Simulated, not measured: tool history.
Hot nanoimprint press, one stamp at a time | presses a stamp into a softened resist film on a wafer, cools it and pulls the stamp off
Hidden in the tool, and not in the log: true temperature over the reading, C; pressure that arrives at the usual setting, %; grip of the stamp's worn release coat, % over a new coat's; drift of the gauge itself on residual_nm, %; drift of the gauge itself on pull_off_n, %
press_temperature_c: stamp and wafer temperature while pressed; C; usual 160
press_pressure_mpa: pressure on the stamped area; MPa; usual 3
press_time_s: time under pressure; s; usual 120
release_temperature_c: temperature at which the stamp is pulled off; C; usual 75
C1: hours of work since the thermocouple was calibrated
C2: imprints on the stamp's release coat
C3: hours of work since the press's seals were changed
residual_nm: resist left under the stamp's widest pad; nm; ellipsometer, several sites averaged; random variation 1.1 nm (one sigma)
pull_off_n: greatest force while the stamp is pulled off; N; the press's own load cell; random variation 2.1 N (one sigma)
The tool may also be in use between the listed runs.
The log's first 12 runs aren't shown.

run 13 hour=111.1 | press_temperature_c=160 press_pressure_mpa=3 press_time_s=120 release_temperature_c=75 | C1=20 C2=253 C3=208 | residual_nm=177.4 pull_off_n=101
run 14 hour=119.1 | press_temperature_c=160 press_pressure_mpa=3 press_time_s=120 release_temperature_c=75 | C1=24 C2=270 C3=212 | residual_nm=178.7 pull_off_n=109
run 15 hour=127.2 | press_temperature_c=160 press_pressure_mpa=3 press_time_s=120 release_temperature_c=78 | C1=29 C2=287 C3=217 | residual_nm=175.3 pull_off_n=100
run 16 hour=136 | press_temperature_c=154 press_pressure_mpa=3.24 press_time_s=112 release_temperature_c=70 | C1=33 C2=307 C3=221 | residual_nm=226.2 pull_off_n=108
-- hour=145.6 plate thermocouple calibrated, once more
run 17 hour=146.2 | press_temperature_c=152 press_pressure_mpa=3 press_time_s=120 release_temperature_c=75 | C1=0 C2=322 C3=225 | residual_nm=232 pull_off_n=103
run 18 hour=156 | press_temperature_c=160 press_pressure_mpa=3.84 press_time_s=120 release_temperature_c=75 | C1=6 C2=343 C3=230 | residual_nm=149.9 pull_off_n=109
run 19 hour=168 | press_temperature_c=160 press_pressure_mpa=3.84 press_time_s=120 release_temperature_c=75 | C1=12 C2=369 C3=237 | residual_nm=150.4 pull_off_n=104
run 20 hour=175.2 | press_temperature_c=160 press_pressure_mpa=3.84 press_time_s=120 release_temperature_c=75 | C1=16 C2=385 C3=241 | residual_nm=149.5 pull_off_n=105
run 21 hour=181 | press_temperature_c=160 press_pressure_mpa=3 press_time_s=120 release_temperature_c=71 | C1=19 C2=398 C3=244 | residual_nm=167.5 pull_off_n=106
run 22 hour=190.4 | press_temperature_c=160 press_pressure_mpa=3 press_time_s=120 release_temperature_c=71 | C1=24 C2=418 C3=249 | residual_nm=168.6 pull_off_n=107
run 23 hour=201.1 | press_temperature_c=160 press_pressure_mpa=2.9 press_time_s=120 release_temperature_c=72 | C1=30 C2=441 C3=254 | residual_nm=170.6 pull_off_n=116
run 24 hour=210.7 | press_temperature_c=160 press_pressure_mpa=2.9 press_time_s=78 release_temperature_c=77 | C1=35 C2=462 C3=260 | residual_nm=202.7 pull_off_n=103
run 25 hour=222.5 | press_temperature_c=160 press_pressure_mpa=2.9 press_time_s=78 release_temperature_c=77 | C1=41 C2=487 C3=266 | residual_nm=200.9 pull_off_n=104
run 26 hour=233.9 | press_temperature_c=160 press_pressure_mpa=2.48 press_time_s=120 release_temperature_c=73 | C1=47 C2=512 C3=272 | residual_nm=182.1 pull_off_n=110
run 27 hour=245.1 | press_temperature_c=160 press_pressure_mpa=2.11 press_time_s=120 release_temperature_c=75 | C1=53 C2=536 C3=278 | residual_nm=197.1 pull_off_n=105
run 28 hour=250.9 | press_temperature_c=169 press_pressure_mpa=3.28 press_time_s=78 release_temperature_c=79 | C1=56 C2=549 C3=281 | residual_nm=134.1 pull_off_n=105
run 29 hour=259 | press_temperature_c=165 press_pressure_mpa=4.13 press_time_s=131 release_temperature_c=73 | C1=60 C2=566 C3=285 | residual_nm=113.1 pull_off_n=110
run 30 hour=267.3 | press_temperature_c=160 press_pressure_mpa=4.23 press_time_s=120 release_temperature_c=75 | C1=65 C2=584 C3=290 | residual_nm=144.4 pull_off_n=112

3 ways to go on from here, each from the tool as it stands after run 30. What would each give?
run A hour=277.1 | press_temperature_c=163 press_pressure_mpa=4.23 press_time_s=120 release_temperature_c=75 | C1=70 C2=605 C3=295 | residual_nm=? pull_off_n=?
run B hour=277.1 | press_temperature_c=160 press_pressure_mpa=3 press_time_s=105 release_temperature_c=65 | C1=70 C2=605 C3=295 | residual_nm=? pull_off_n=?
run C hour=277.1 | press_temperature_c=160 press_pressure_mpa=3.3 press_time_s=230 release_temperature_c=75 | C1=70 C2=605 C3=295 | residual_nm=? pull_off_n=?

run=A residual_nm=127.3 pull_off_n=110
run=B residual_nm=180.2 pull_off_n=122
run=C residual_nm=123.9 pull_off_n=112
Without the tool's hidden state the same runs would have given:
run=A residual_nm=124.5 pull_off_n=92
run=B residual_nm=177.2 pull_off_n=103
run=C residual_nm=121.5 pull_off_n=95
